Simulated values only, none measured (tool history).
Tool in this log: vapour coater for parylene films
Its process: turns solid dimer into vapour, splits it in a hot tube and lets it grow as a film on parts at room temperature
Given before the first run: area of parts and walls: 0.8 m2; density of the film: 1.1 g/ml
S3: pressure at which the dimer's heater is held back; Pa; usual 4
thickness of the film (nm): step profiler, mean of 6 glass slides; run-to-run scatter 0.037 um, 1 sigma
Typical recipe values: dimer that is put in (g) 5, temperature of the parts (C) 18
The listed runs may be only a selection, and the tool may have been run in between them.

Run 1, hour 0: usual settings. Result: thickness of the film (nm) 3790.
Run 2, hour 49: usual settings. Result: thickness of the film (nm) 3870.
Run 3, hour 89.5: usual settings but dimer that is put in (g) 8. Result: thickness of the film (nm) 6200.
Run 4, hour 139.5: usual settings but dimer that is put in (g) 3. Result: thickness of the film (nm) 2290.
Run 5, hour 187.2: usual settings but dimer that is put in (g) 3. Result: thickness of the film (nm) 2370.
Run 6, hour 252: usual settings. Result: thickness of the film (nm) 3860.
Run 7, hour 300.4: usual settings. Result: thickness of the film (nm) 3780.
Run 8, hour 358.3: usual settings. Result: thickness of the film (nm) 3880.
Run 9, hour 442.7: usual settings. Result: thickness of the film (nm) 3920.
Run 10, hour 505.7: usual settings. Result: thickness of the film (nm) 3940.
Run 11, hour 585.1: usual settings. Result: thickness of the film (nm) 3790.
Run 12, hour 654.2: usual settings. Result: thickness of the film (nm) 3830.
Run 13, hour 710.4: usual settings. Result: thickness of the film (nm) 3850.
Run 14, hour 792.2: usual settings but dimer that is put in (g) 2. Result: thickness of the film (nm) 1550.
Run 15, hour 850.4: usual settings but S3 2.57 Pa. Result: thickness of the film (nm) 4230.
Run 16, hour 933.6: usual settings but dimer that is put in (g) 7, temperature of the parts (C) 11, S3 7.64 Pa. Result: thickness of the film (nm) 6080.
Run 17, hour 1007.5: usual settings but dimer that is put in (g) 6, temperature of the parts (C) 10, S3 2.74 Pa. Result: thickness of the film (nm) 6710.
Run 18, hour 1049.9: usual settings but dimer that is put in (g) 6, temperature of the parts (C) 10, S3 2.74 Pa. Result: thickness of the film (nm) 6610.
Run 19, hour 1102.5: usual settings but dimer that is put in (g) 6, temperature of the parts (C) 10, S3 2.74 Pa. Result: thickness of the film (nm) 6670.
Run 20, hour 1175.8: usual settings but temperature of the parts (C) 30, S3 2.74 Pa. Result: thickness of the film (nm) 2600.
Run 21, hour 1217.3: usual settings but dimer that is put in (g) 9, temperature of the parts (C) 20, S3 5.27 Pa. Result: thickness of the film (nm) 5940.
Run 22, hour 1288.2: usual settings but dimer that is put in (g) 4, S3 5.82 Pa. Result: thickness of the film (nm) 2800.
Run 23, hour 1356.4: usual settings but dimer that is put in (g) 3, S3 6.67 Pa. Result: thickness of the film (nm) 2060.
Run 24, hour 1428.6: usual settings but dimer that is put in (g) 3, S3 6.67 Pa. Result: thickness of the film (nm) 2060.
Run 25, hour 1501.9: usual settings but dimer that is put in (g) 2, temperature of the parts (C) 29, S3 8.12 Pa. Result: thickness of the film (nm) 800.
Run 26, hour 1539.2: usual settings but temperature of the parts (C) 24. Result: thickness of the film (nm) 3020.
Run 27, hour 1607.7: usual settings but temperature of the parts (C) 16, S3 5.43 Pa. Result: thickness of the film (nm) 3860.
Run 28, hour 1661.1: usual settings but dimer that is put in (g) 4, temperature of the parts (C) 13, S3 6.37 Pa. Result: thickness of the film (nm) 3400.
Run 29, hour 1726.9: usual settings but dimer that is put in (g) 7, S3 11.41 Pa. Result: thickness of the film (nm) 4230.

Between the runs listed above, the log contained 6 entries, not reproduced here. Where in the sequence does each belong, and how does what the log doesn't record of the tool's condition differ from the listed run before to the listed run after?
After run 7, before run 8: trap's valve overhauled (hour 325.4)
  vapour lost through the trap's worn valve, %: 0.3 -> 0
After run 12, before run 13: trap's valve overhauled (hour 663.1)
  vapour lost through the trap's worn valve, %: 0.4 -> 0.1
After run 14, before run 15: table's thermometer calibrated (hour 825.2)
  vapour lost through the trap's worn valve, %: 0.1 -> 0.2; true temperature of the parts over the reading, C: 0.03 -> 0
After run 16, before run 17: trap's valve overhauled (hour 1002.2)
  vapour lost through the trap's worn valve, %: 0.3 -> 0
After run 22, before run 23: trap's valve overhauled (hour 1341)
  vapour lost through the trap's worn valve, %: 0.3 -> 0; true temperature of the parts over the reading, C: 0.01 -> 0.02
After run 28, before run 29: trap's valve overhauled (hour 1680.2)
  vapour lost through the trap's worn valve, %: 0.3 -> 0.1
